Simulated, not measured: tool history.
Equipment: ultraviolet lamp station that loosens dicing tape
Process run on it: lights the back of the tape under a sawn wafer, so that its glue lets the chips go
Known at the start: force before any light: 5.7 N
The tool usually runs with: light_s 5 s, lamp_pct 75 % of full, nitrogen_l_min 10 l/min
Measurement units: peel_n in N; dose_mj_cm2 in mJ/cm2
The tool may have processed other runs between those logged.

{"run": 1, "day": 0.0, "light_s": 5, "lamp_pct": 75, "nitrogen_l_min": 10, "peel_n": 0.443, "dose_mj_cm2": 474}
{"run": 2, "day": 2.471, "light_s": 5, "lamp_pct": 75, "nitrogen_l_min": 10, "peel_n": 0.447, "dose_mj_cm2": 475}
{"run": 3, "day": 5.412, "light_s": 5, "lamp_pct": 75, "nitrogen_l_min": 10, "peel_n": 0.478, "dose_mj_cm2": 462}
{"run": 4, "day": 9.433, "light_s": 5, "lamp_pct": 75, "nitrogen_l_min": 7, "peel_n": 0.569, "dose_mj_cm2": 453}
{"run": 5, "day": 11.708, "light_s": 5, "lamp_pct": 75, "nitrogen_l_min": 7, "peel_n": 0.593, "dose_mj_cm2": 446}
{"run": 6, "day": 14.492, "light_s": 5, "lamp_pct": 75, "nitrogen_l_min": 10, "peel_n": 0.508, "dose_mj_cm2": 442}
{"run": 7, "day": 17.179, "light_s": 5, "lamp_pct": 78, "nitrogen_l_min": 10, "peel_n": 0.482, "dose_mj_cm2": 452}
{"run": 8, "day": 19.808, "light_s": 5, "lamp_pct": 78, "nitrogen_l_min": 10, "peel_n": 0.514, "dose_mj_cm2": 443}
{"run": 9, "day": 23.433, "light_s": 5, "lamp_pct": 68, "nitrogen_l_min": 10, "peel_n": 0.644, "dose_mj_cm2": 374}
{"run": 10, "day": 25.883, "light_s": 5, "lamp_pct": 75, "nitrogen_l_min": 10, "peel_n": 0.567, "dose_mj_cm2": 407}
{"run": 11, "day": 29.408, "light_s": 5, "lamp_pct": 75, "nitrogen_l_min": 10, "peel_n": 0.603, "dose_mj_cm2": 401}
{"run": 12, "day": 33.2, "light_s": 5, "lamp_pct": 75, "nitrogen_l_min": 10, "peel_n": 0.615, "dose_mj_cm2": 388}
{"run": 13, "day": 36.758, "light_s": 5, "lamp_pct": 75, "nitrogen_l_min": 10, "peel_n": 0.638, "dose_mj_cm2": 381}
{"run": 14, "day": 39.896, "light_s": 5, "lamp_pct": 75, "nitrogen_l_min": 10, "peel_n": 0.678, "dose_mj_cm2": 373}
{"day": 40.267, "done": "window cleaned of glue's vapour"}
{"run": 15, "day": 41.846, "light_s": 5, "lamp_pct": 75, "nitrogen_l_min": 10, "peel_n": 0.685, "dose_mj_cm2": 359}
{"run": 16, "day": 44.521, "light_s": 5, "lamp_pct": 75, "nitrogen_l_min": 10, "peel_n": 0.74, "dose_mj_cm2": 356}
{"run": 17, "day": 47.312, "light_s": 5, "lamp_pct": 75, "nitrogen_l_min": 10, "peel_n": 0.735, "dose_mj_cm2": 344}
{"run": 18, "day": 48.988, "light_s": 5, "lamp_pct": 75, "nitrogen_l_min": 10, "peel_n": 0.782, "dose_mj_cm2": 340}
{"run": 19, "day": 51.529, "light_s": 5, "lamp_pct": 88, "nitrogen_l_min": 10, "peel_n": 0.616, "dose_mj_cm2": 388}
{"run": 20, "day": 54.771, "light_s": 5, "lamp_pct": 88, "nitrogen_l_min": 10, "peel_n": 0.643, "dose_mj_cm2": 387}
{"day": 56.175, "done": "window cleaned of glue's vapour, once more"}
{"run": 21, "day": 58.471, "light_s": 5, "lamp_pct": 88, "nitrogen_l_min": 10, "peel_n": 0.492, "dose_mj_cm2": 444}
{"run": 22, "day": 60.629, "light_s": 6, "lamp_pct": 75, "nitrogen_l_min": 12, "peel_n": 0.431, "dose_mj_cm2": 455}
{"run": 23, "day": 63.146, "light_s": 5, "lamp_pct": 75, "nitrogen_l_min": 5, "peel_n": 0.974, "dose_mj_cm2": 371}
{"run": 24, "day": 66.042, "light_s": 3, "lamp_pct": 90, "nitrogen_l_min": 13, "peel_n": 1.027, "dose_mj_cm2": 267}
{"run": 25, "day": 67.771, "light_s": 4, "lamp_pct": 67, "nitrogen_l_min": 9, "peel_n": 1.231, "dose_mj_cm2": 255}
{"run": 26, "day": 69.612, "light_s": 5, "lamp_pct": 86, "nitrogen_l_min": 19, "peel_n": 0.454, "dose_mj_cm2": 409}
{"run": 27, "day": 71.525, "light_s": 4, "lamp_pct": 83, "nitrogen_l_min": 19, "peel_n": 0.677, "dose_mj_cm2": 311}
{"run": 28, "day": 73.167, "light_s": 4, "lamp_pct": 83, "nitrogen_l_min": 19, "peel_n": 0.711, "dose_mj_cm2": 305}
{"run": 29, "day": 76.079, "light_s": 4, "lamp_pct": 83, "nitrogen_l_min": 10, "peel_n": 0.934, "dose_mj_cm2": 300}
{"day": 78.004, "done": "lamp changed"}
{"run": 30, "day": 78.671, "light_s": 4, "lamp_pct": 83, "nitrogen_l_min": 10, "peel_n": 0.56, "dose_mj_cm2": 412}
{"run": 31, "day": 81.908, "light_s": 4, "lamp_pct": 83, "nitrogen_l_min": 7, "peel_n": 0.694, "dose_mj_cm2": 400}
{"run": 32, "day": 85.838, "light_s": 10, "lamp_pct": 83, "nitrogen_l_min": 9, "peel_n": 0.243, "dose_mj_cm2": 985}
{"run": 33, "day": 87.996, "light_s": 5, "lamp_pct": 70, "nitrogen_l_min": 9, "peel_n": 0.576, "dose_mj_cm2": 416}
{"run": 34, "day": 91.671, "light_s": 3, "lamp_pct": 76, "nitrogen_l_min": 5, "peel_n": 1.56, "dose_mj_cm2": 262}
{"run": 35, "day": 94.088, "light_s": 6, "lamp_pct": 75, "nitrogen_l_min": 10, "peel_n": 0.41, "dose_mj_cm2": 508}
{"run": 36, "day": 97.446, "light_s": 4, "lamp_pct": 84, "nitrogen_l_min": 10, "peel_n": 0.66, "dose_mj_cm2": 375}
{"day": 99.954, "done": "window cleaned of glue's vapour"}
{"run": 37, "day": 101.042, "light_s": 4, "lamp_pct": 84, "nitrogen_l_min": 10, "peel_n": 0.586, "dose_mj_cm2": 401}
{"run": 38, "day": 103.408, "light_s": 6, "lamp_pct": 73, "nitrogen_l_min": 6, "peel_n": 0.491, "dose_mj_cm2": 527}
{"run": 39, "day": 106.221, "light_s": 4, "lamp_pct": 84, "nitrogen_l_min": 8, "peel_n": 0.681, "dose_mj_cm2": 390}
{"run": 40, "day": 108.375, "light_s": 8, "lamp_pct": 82, "nitrogen_l_min": 10, "peel_n": 0.263, "dose_mj_cm2": 759}
{"run": 41, "day": 111.125, "light_s": 8, "lamp_pct": 82, "nitrogen_l_min": 10, "peel_n": 0.269, "dose_mj_cm2": 746}
{"run": 42, "day": 114.067, "light_s": 6, "lamp_pct": 62, "nitrogen_l_min": 10, "peel_n": 0.562, "dose_mj_cm2": 412}

Forecast each of these 3 alternatives for the next run:
{"run": "A", "day": 116.688, "light_s": 6, "lamp_pct": 91, "nitrogen_l_min": 13, "peel_n": "?", "dose_mj_cm2": "?"}
{"run": "B", "day": 116.688, "light_s": 2, "lamp_pct": 79, "nitrogen_l_min": 8, "peel_n": "?", "dose_mj_cm2": "?"}
{"run": "C", "day": 116.688, "light_s": 5, "lamp_pct": 69, "nitrogen_l_min": 6, "peel_n": "?", "dose_mj_cm2": "?"}

run=A peel_n=0.297 dose_mj_cm2=593
run=B peel_n=2.005 dose_mj_cm2=172
run=C peel_n=0.838 dose_mj_cm2=377
Stripped of hidden state, with their random variation kept, the same runs would have yielded:
run=A peel_n=0.255 dose_mj_cm2=723
run=B peel_n=1.623 dose_mj_cm2=211
run=C peel_n=0.609 dose_mj_cm2=460

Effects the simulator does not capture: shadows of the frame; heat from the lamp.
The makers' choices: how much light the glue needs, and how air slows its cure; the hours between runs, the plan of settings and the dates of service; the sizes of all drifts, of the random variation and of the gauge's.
